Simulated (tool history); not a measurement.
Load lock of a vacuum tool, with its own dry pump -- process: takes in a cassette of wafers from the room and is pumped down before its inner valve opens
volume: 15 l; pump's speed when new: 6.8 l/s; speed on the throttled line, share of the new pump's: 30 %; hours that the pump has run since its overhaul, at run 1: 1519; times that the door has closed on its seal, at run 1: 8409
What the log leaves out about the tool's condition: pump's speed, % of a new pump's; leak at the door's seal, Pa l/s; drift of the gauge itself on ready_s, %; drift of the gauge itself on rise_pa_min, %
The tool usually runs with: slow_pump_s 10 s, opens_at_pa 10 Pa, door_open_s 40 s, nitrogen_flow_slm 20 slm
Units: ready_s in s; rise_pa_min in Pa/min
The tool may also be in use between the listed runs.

run,hour,slow_pump_s,opens_at_pa,door_open_s,nitrogen_flow_slm,hours that the pump has run since its overhaul,times that the door has closed on its seal,"incoming humidity of the room's air, %",ready_s,rise_pa_min
1,0.0,10,10,40,20,1519,8409,44.6,28.3,0.167
2,214.1,10,10,40,20,1733,8870,42.7,27.5,0.181
3,438.0,10,10,40,22,1957,9353,42.2,28.3,0.187
4,737.0,10,10,40,22,2256,9998,45.8,27.7,0.211
5,896.9,10,10,40,22,2416,10342,42.3,27.4,0.219
6,1066.7,10,10,40,20,2585,10709,45.9,27.7,0.233
7,1386.6,10,10,40,20,2905,11398,42.7,27.9,0.251
8,1694.0,10,10,40,20,3213,12061,41.9,28.0,0.272
9,1976.5,10,10,40,7,3495,12670,43.9,28.2,0.314
10,2298.7,10,10,40,7,3817,13365,44.7,28.3,0.325
11,2635.4,10,10,40,7,4154,14091,44.4,28.5,0.349
12,2952.2,10,10,40,7,4471,14774,46.6,28.4,0.379
13,3118.9,10,10,40,7,4638,15133,47.5,28.0,0.392
14,3414.4,10,10,40,7,4933,15770,46.6,28.8,0.431
15,3719.5,10,10,223,20,5238,16428,47.4,29.4,0.543
16,3948.8,14,10,40,20,5468,16923,43.8,31.9,0.463
17,4119.9,10,10,117,20,5639,17292,48.7,28.9,0.527
18,4453.6,10,10,40,20,5972,18011,44.3,28.8,0.512
19,4659.3,18,10,40,20,6178,18455,42.7,34.5,0.539
20,4858.9,18,10,40,20,6378,18885,44.2,34.8,0.550
21,5130.3,18,11,40,10,6649,19470,47.1,34.2,0.593
22,5344.1,18,11,40,10,6863,19931,45.0,34.5,0.611
23,5491.1,5,13,45,20,7010,20248,48.7,25.7,0.620
24,5713.8,6,19,140,20,7233,20728,44.4,25.0,0.699
25,5911.8,6,19,103,6,7431,21155,44.8,25.0,0.739
26,6116.8,6,20,103,10,7636,21597,46.0,25.5,0.750
# hour 6247.0: door's seal changed, seat wiped
27,6311.6,10,10,40,6,7829,139,49.8,29.5,0.068
28,6457.8,10,10,40,20,7975,454,45.4,29.9,0.051
29,6633.2,5,10,215,20,8151,832,49.3,26.0,0.157
30,6913.2,5,10,215,20,8430,1436,42.3,26.9,0.152
31,7216.5,7,10,44,20,8734,2090,49.2,28.1,0.080
32,7401.1,7,14,44,20,8918,2488,44.8,27.3,0.076
33,7756.8,11,15,44,20,9274,3255,43.5,30.0,0.091
34,8094.9,7,10,40,26,9612,3984,46.4,28.5,0.096
35,8418.1,7,10,40,26,9935,4681,44.4,29.3,0.110
36,8761.6,10,18,86,20,10279,5421,44.8,28.7,0.152
37,8949.8,10,18,86,20,10467,5827,43.8,29.4,0.155

Below, some changes in ready_s between adjacent runs. For each, the amount present without the hidden state too (settings, incoming material, random variation) and the amount remaining for the hidden state with gauge scatter not shared by both compared results:
Run 18 -> 19: slow_pump_s 10 -> 18. ready_s +5.7 s: hidden state -0.1, all else +5.8.
Run 22 -> 23: slow_pump_s 18 -> 5, opens_at_pa 11 -> 13, door_open_s 40 -> 45, nitrogen_flow_slm 10 -> 20. ready_s -8.8 s: hidden state +0.6, all else -9.4.
Run 26 -> 27: slow_pump_s 6 -> 10, opens_at_pa 20 -> 10, door_open_s 103 -> 40, nitrogen_flow_slm 10 -> 6, door's seal changed, seat wiped. ready_s +4.0 s: hidden state +0.0, all else +4.0.
Run 29 -> 30: nothing adjusted, nothing logged. ready_s +0.9 s: hidden state +0.3, all else +0.6.
Run 33 -> 34: slow_pump_s 11 -> 7, opens_at_pa 15 -> 10, door_open_s 44 -> 40, nitrogen_flow_slm 20 -> 26. ready_s -1.5 s: hidden state +0.6, all else -2.1.
